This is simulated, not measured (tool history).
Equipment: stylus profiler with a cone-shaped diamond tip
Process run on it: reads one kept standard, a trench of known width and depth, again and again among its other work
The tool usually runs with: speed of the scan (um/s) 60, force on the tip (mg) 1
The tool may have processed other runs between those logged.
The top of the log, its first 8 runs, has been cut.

| run | hour | speed of the scan (um/s) | force on the tip (mg) | depth of the trench (nm) | width of the trench's floor (µm) |
|---|---|---|---|---|---|
| 9 | 112.7 | 60 | 1 | 504.6 | 25.98 |
| 10 | 131.3 | 60 | 1 | 504.71 | 26.02 |
| 11 | 147.9 | 60 | 1 | 504.61 | 25.97 |
|  | 149.8 | height scale calibrated on a step standard |
| 12 | 164.2 | 60 | 1 | 504.98 | 25.99 |
| 13 | 173.4 | 60 | 0.81 | 504.49 | 25.9 |
| 14 | 181.3 | 60 | 0.81 | 504.61 | 25.93 |
| 15 | 199 | 60 | 0.81 | 504.65 | 25.97 |
| 16 | 217.2 | 60 | 0.81 | 504.54 | 25.91 |
| 17 | 231.5 | 60 | 0.84 | 504.55 | 25.91 |
| 18 | 246.9 | 34 | 0.66 | 504.2 | 26.14 |
|  | 258.4 | height scale calibrated on a step standard, once more |
| 19 | 260.9 | 23 | 1.31 | 504.24 | 26.27 |
| 20 | 276.4 | 47 | 0.36 | 501.79 | 25.79 |
| 21 | 295.5 | 34 | 0.58 | 502.59 | 26.06 |
| 22 | 313 | 34 | 0.58 | 502.75 | 26.03 |
| 23 | 323 | 34 | 0.58 | 502.47 | 26.07 |
| 24 | 339.9 | 162 | 1.11 | 503.95 | 25.18 |
| 25 | 350.7 | 102 | 2.13 | 506.11 | 25.87 |
| 26 | 363.5 | 46 | 0.37 | 502.17 | 25.78 |
| 27 | 380 | 164 | 2.6 | 506.71 | 25.52 |
| 28 | 393.2 | 21 | 2.06 | 506.1 | 26.3 |
| 29 | 410.4 | 99 | 1.59 | 504.81 | 25.72 |
| 30 | 427.2 | 64 | 1.59 | 505.34 | 25.97 |
| 31 | 440 | 38 | 0.41 | 501.93 | 25.9 |
| 32 | 456.1 | 38 | 0.41 | 502.08 | 25.96 |

Forecast each of these 5 alternatives for the next run:
| A | 465 | 16 | 0.41 | ? | ? |
| B | 465 | 96 | 1.06 | ? | ? |
| C | 465 | 50 | 0.61 | ? | ? |
| D | 465 | 26 | 1 | ? | ? |
| E | 465 | 30 | 0.5 | ? | ? |

| run | depth of the trench (nm) | width of the trench's floor (µm) |
|---|---|---|
| A | 502.51 | 26.16 |
| B | 503.83 | 25.59 |
| C | 502.68 | 25.85 |
| D | 503.77 | 26.2 |
| E | 502.28 | 26.05 |
With the hidden condition removed and each run's random variation left untouched, the same runs would have given:
| run | depth of the trench (nm) | width of the trench's floor (µm) |
|---|---|---|
| A | 502.3 | 26.78 |
| B | 503.62 | 26.21 |
| C | 502.47 | 26.47 |
| D | 503.56 | 26.82 |
| E | 502.07 | 26.67 |
